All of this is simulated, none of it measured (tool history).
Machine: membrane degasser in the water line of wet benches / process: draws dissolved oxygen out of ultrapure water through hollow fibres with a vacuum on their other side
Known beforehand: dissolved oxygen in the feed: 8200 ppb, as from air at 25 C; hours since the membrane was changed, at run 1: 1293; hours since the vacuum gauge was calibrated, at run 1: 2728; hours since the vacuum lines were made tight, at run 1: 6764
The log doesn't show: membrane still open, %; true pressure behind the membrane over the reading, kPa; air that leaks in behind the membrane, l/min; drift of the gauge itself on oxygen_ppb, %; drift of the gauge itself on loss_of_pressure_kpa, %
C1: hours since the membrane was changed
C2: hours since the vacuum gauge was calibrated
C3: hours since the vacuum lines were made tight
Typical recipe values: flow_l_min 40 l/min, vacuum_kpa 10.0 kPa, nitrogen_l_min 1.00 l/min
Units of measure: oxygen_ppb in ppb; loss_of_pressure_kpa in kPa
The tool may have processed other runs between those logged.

Run 1, day 0.000: usual settings; C1 1293; C2 2728; C3 6764. Result: oxygen_ppb 523.7 ppb, loss_of_pressure_kpa 41.58 kPa.
Run 2, day 1.154: usual settings but flow_l_min 28 l/min; C1 1321; C2 2756; C3 6792. Result: oxygen_ppb 395.7 ppb, loss_of_pressure_kpa 28.96 kPa.
Run 3, day 2.762: usual settings but flow_l_min 28 l/min; C1 1360; C2 2794; C3 6831. Result: oxygen_ppb 396.4 ppb, loss_of_pressure_kpa 28.75 kPa.
Run 4, day 4.129: usual settings but flow_l_min 28 l/min; C1 1392; C2 2827; C3 6864. Result: oxygen_ppb 396.7 ppb, loss_of_pressure_kpa 28.92 kPa.
Run 5, day 6.250: usual settings but flow_l_min 28 l/min; C1 1443; C2 2878; C3 6914. Result: oxygen_ppb 395.5 ppb, loss_of_pressure_kpa 29.27 kPa.
Run 6, day 7.321: usual settings; C1 1469; C2 2904; C3 6940. Result: oxygen_ppb 525.5 ppb, loss_of_pressure_kpa 41.33 kPa.
Run 7, day 8.408: usual settings; C1 1495; C2 2930; C3 6966. Result: oxygen_ppb 523.9 ppb, loss_of_pressure_kpa 41.27 kPa.
Run 8, day 10.325: usual settings; C1 1541; C2 2976; C3 7012. Result: oxygen_ppb 523.6 ppb, loss_of_pressure_kpa 41.09 kPa.
Run 9, day 11.412: usual settings; C1 1567; C2 3002; C3 7038. Result: oxygen_ppb 524.9 ppb, loss_of_pressure_kpa 41.40 kPa.
Run 10, day 13.425: usual settings but flow_l_min 25 l/min; C1 1615; C2 3050; C3 7087. Result: oxygen_ppb 362.0 ppb, loss_of_pressure_kpa 25.81 kPa.
Run 11, day 14.783: usual settings but flow_l_min 25 l/min; C1 1648; C2 3083; C3 7119. Result: oxygen_ppb 361.7 ppb, loss_of_pressure_kpa 25.84 kPa.
Run 12, day 16.512: usual settings but flow_l_min 25 l/min; C1 1690; C2 3124; C3 7161. Result: oxygen_ppb 361.3 ppb, loss_of_pressure_kpa 25.99 kPa.
Run 13, day 17.912: usual settings but flow_l_min 25 l/min, nitrogen_l_min 0.86 l/min; C1 1723; C2 3158; C3 7194. Result: oxygen_ppb 409.0 ppb, loss_of_pressure_kpa 25.93 kPa.
Run 14, day 19.167: usual settings but flow_l_min 25 l/min, nitrogen_l_min 0.86 l/min; C1 1753; C2 3188; C3 7224. Result: oxygen_ppb 408.3 ppb, loss_of_pressure_kpa 25.78 kPa.
Run 15, day 21.146: usual settings but flow_l_min 25 l/min, nitrogen_l_min 0.86 l/min; C1 1801; C2 3235; C3 7272. Result: oxygen_ppb 408.3 ppb, loss_of_pressure_kpa 26.07 kPa.
Run 16, day 22.150: usual settings; C1 1825; C2 3259; C3 7296. Result: oxygen_ppb 525.1 ppb, loss_of_pressure_kpa 41.83 kPa.
Run 17, day 23.842: usual settings; C1 1865; C2 3300; C3 7337. Result: oxygen_ppb 525.3 ppb, loss_of_pressure_kpa 41.19 kPa.
Run 18, day 25.904: usual settings; C1 1915; C2 3350; C3 7386. Result: oxygen_ppb 523.9 ppb, loss_of_pressure_kpa 41.25 kPa.
At day 26.042: vacuum gauge calibrated.
Run 19, day 28.079: usual settings; C1 1967; C2 49; C3 7438. Result: oxygen_ppb 526.9 ppb, loss_of_pressure_kpa 41.27 kPa.
Run 20, day 30.400: usual settings; C1 2022; C2 105; C3 7494. Result: oxygen_ppb 527.3 ppb, loss_of_pressure_kpa 41.29 kPa.
Run 21, day 32.704: usual settings but flow_l_min 38 l/min, vacuum_kpa 22.9 kPa; C1 2078; C2 160; C3 7549. Result: oxygen_ppb 1325.4 ppb, loss_of_pressure_kpa 39.45 kPa.
At day 33.800: vacuum gauge calibrated, once more.
Run 22, day 34.000: usual settings but flow_l_min 38 l/min, vacuum_kpa 22.9 kPa; C1 2108; C2 5; C3 7579. Result: oxygen_ppb 1318.5 ppb, loss_of_pressure_kpa 39.58 kPa.
Run 23, day 35.450: usual settings but flow_l_min 33 l/min, vacuum_kpa 15.4 kPa, nitrogen_l_min 2.97 l/min; C1 2143; C2 40; C3 7614. Result: oxygen_ppb 311.7 ppb, loss_of_pressure_kpa 34.52 kPa.
Run 24, day 36.475: usual settings but flow_l_min 52 l/min, vacuum_kpa 10.5 kPa, nitrogen_l_min 0.65 l/min; C1 2168; C2 64; C3 7639. Result: oxygen_ppb 901.5 ppb, loss_of_pressure_kpa 54.13 kPa.
Run 25, day 37.612: usual settings but flow_l_min 29 l/min, vacuum_kpa 8.3 kPa, nitrogen_l_min 0.92 l/min; C1 2195; C2 91; C3 7666. Result: oxygen_ppb 329.2 ppb, loss_of_pressure_kpa 29.84 kPa.
Run 26, day 39.408: usual settings but flow_l_min 45 l/min, vacuum_kpa 13.4 kPa, nitrogen_l_min 0.44 l/min; C1 2238; C2 135; C3 7709. Result: oxygen_ppb 1399.3 ppb, loss_of_pressure_kpa 46.70 kPa.
Run 27, day 40.929: usual settings but flow_l_min 46 l/min, vacuum_kpa 13.4 kPa, nitrogen_l_min 0.44 l/min; C1 2275; C2 171; C3 7746. Result: oxygen_ppb 1421.4 ppb, loss_of_pressure_kpa 47.76 kPa.
Run 28, day 43.062: usual settings but flow_l_min 46 l/min, vacuum_kpa 13.4 kPa, nitrogen_l_min 0.44 l/min; C1 2326; C2 222; C3 7797. Result: oxygen_ppb 1418.3 ppb, loss_of_pressure_kpa 47.68 kPa.
Run 29, day 45.362: usual settings but flow_l_min 31 l/min, vacuum_kpa 14.5 kPa, nitrogen_l_min 0.44 l/min; C1 2381; C2 278; C3 7852. Result: oxygen_ppb 1224.6 ppb, loss_of_pressure_kpa 32.08 kPa.
Run 30, day 46.617: usual settings but flow_l_min 31 l/min, vacuum_kpa 14.5 kPa, nitrogen_l_min 0.44 l/min; C1 2411; C2 308; C3 7882. Result: oxygen_ppb 1224.9 ppb, loss_of_pressure_kpa 32.02 kPa.
Run 31, day 47.633: usual settings but flow_l_min 55 l/min, nitrogen_l_min 2.75 l/min; C1 2435; C2 332; C3 7907. Result: oxygen_ppb 304.8 ppb, loss_of_pressure_kpa 57.08 kPa.
Run 32, day 49.862: usual settings but flow_l_min 55 l/min, nitrogen_l_min 2.75 l/min; C1 2489; C2 385; C3 7960. Result: oxygen_ppb 305.7 ppb, loss_of_pressure_kpa 57.24 kPa.
Run 33, day 52.188: usual settings but flow_l_min 37 l/min, vacuum_kpa 8.4 kPa, nitrogen_l_min 2.20 l/min; C1 2545; C2 441; C3 8016. Result: oxygen_ppb 199.4 ppb, loss_of_pressure_kpa 38.56 kPa.

Forecast each of these 3 alternatives for the next run:
Run A, day 53.367: usual settings but flow_l_min 37 l/min, nitrogen_l_min 1.18 l/min; C1 2573; C2 470; C3 8044. Result: oxygen_ppb ?, loss_of_pressure_kpa ?.
Run B, day 53.367: usual settings but vacuum_kpa 10.6 kPa; C1 2573; C2 470; C3 8044. Result: oxygen_ppb ?, loss_of_pressure_kpa ?.
Run C, day 53.367: usual settings but nitrogen_l_min 2.84 l/min; C1 2573; C2 470; C3 8044. Result: oxygen_ppb ?, loss_of_pressure_kpa ?.

run  oxygen_ppb  loss_of_pressure_kpa
  A       431.5                 38.36
  B       564.3                 41.61
  C       221.9                 41.69
Without the tool's unlogged condition, the same runs would have read:
run  oxygen_ppb  loss_of_pressure_kpa
  A       429.3                 37.81
  B       563.0                 41.01
  C       219.2                 41.10
